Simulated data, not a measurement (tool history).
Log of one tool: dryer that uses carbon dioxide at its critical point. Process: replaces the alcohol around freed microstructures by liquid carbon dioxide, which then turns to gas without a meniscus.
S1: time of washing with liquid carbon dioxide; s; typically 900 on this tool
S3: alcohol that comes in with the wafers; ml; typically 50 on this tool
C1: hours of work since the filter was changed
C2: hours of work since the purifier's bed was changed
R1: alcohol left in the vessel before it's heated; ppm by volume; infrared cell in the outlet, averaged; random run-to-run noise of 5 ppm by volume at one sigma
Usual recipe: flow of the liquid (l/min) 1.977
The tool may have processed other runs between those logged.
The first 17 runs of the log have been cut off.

{"run": 18, "hour": 324.7, "S1": 780, "flow of the liquid (l/min)": 1.977, "S3": 50, "C1": 442, "C2": 332, "R1": 228}
{"run": 19, "hour": 341.4, "S1": 780, "flow of the liquid (l/min)": 1.977, "S3": 50, "C1": 454, "C2": 343, "R1": 242}
{"run": 20, "hour": 366.4, "S1": 780, "flow of the liquid (l/min)": 1.977, "S3": 50, "C1": 472, "C2": 361, "R1": 254}
{"hour": 381.5, "done": "inlet filter changed"}
{"run": 21, "hour": 386.5, "S1": 900, "flow of the liquid (l/min)": 2.46, "S3": 50, "C1": 4, "C2": 374, "R1": 66}
{"run": 22, "hour": 407.0, "S1": 900, "flow of the liquid (l/min)": 2.46, "S3": 38, "C1": 18, "C2": 389, "R1": 62}
{"run": 23, "hour": 417.4, "S1": 660, "flow of the liquid (l/min)": 2.73, "S3": 23, "C1": 25, "C2": 396, "R1": 82}
{"run": 24, "hour": 430.3, "S1": 660, "flow of the liquid (l/min)": 2.73, "S3": 23, "C1": 34, "C2": 405, "R1": 75}
{"run": 25, "hour": 444.5, "S1": 660, "flow of the liquid (l/min)": 2.73, "S3": 23, "C1": 44, "C2": 415, "R1": 76}
{"run": 26, "hour": 465.4, "S1": 660, "flow of the liquid (l/min)": 2.73, "S3": 23, "C1": 59, "C2": 430, "R1": 89}
{"run": 27, "hour": 477.5, "S1": 1080, "flow of the liquid (l/min)": 1.63, "S3": 34, "C1": 68, "C2": 438, "R1": 105}
{"run": 28, "hour": 501.6, "S1": 720, "flow of the liquid (l/min)": 1.977, "S3": 50, "C1": 85, "C2": 455, "R1": 210}
{"run": 29, "hour": 514.3, "S1": 720, "flow of the liquid (l/min)": 1.977, "S3": 50, "C1": 93, "C2": 464, "R1": 227}
{"run": 30, "hour": 538.3, "S1": 720, "flow of the liquid (l/min)": 1.977, "S3": 50, "C1": 110, "C2": 481, "R1": 236}

5 ways to go on from here, each from the tool as it stands after run 30. What would each give?
{"run": "A", "hour": 559.2, "S1": 780, "flow of the liquid (l/min)": 2.74, "S3": 50, "C1": 125, "C2": 496, "R1": "?"}
{"run": "B", "hour": 559.2, "S1": 780, "flow of the liquid (l/min)": 1.85, "S3": 29, "C1": 125, "C2": 496, "R1": "?"}
{"run": "C", "hour": 559.2, "S1": 900, "flow of the liquid (l/min)": 1.3, "S3": 48, "C1": 125, "C2": 496, "R1": "?"}
{"run": "D", "hour": 559.2, "S1": 1200, "flow of the liquid (l/min)": 1.977, "S3": 87, "C1": 125, "C2": 496, "R1": "?"}
{"run": "E", "hour": 559.2, "S1": 900, "flow of the liquid (l/min)": 2.16, "S3": 56, "C1": 125, "C2": 496, "R1": "?"}

run=A R1=98
run=B R1=159
run=C R1=382
run=D R1=83
run=E R1=112
The same runs, with their run-to-run variation unchanged, on a tool lacking any hidden condition would have given:
run=A R1=27
run=B R1=72
run=C R1=260
run=D R1=9
run=E R1=35

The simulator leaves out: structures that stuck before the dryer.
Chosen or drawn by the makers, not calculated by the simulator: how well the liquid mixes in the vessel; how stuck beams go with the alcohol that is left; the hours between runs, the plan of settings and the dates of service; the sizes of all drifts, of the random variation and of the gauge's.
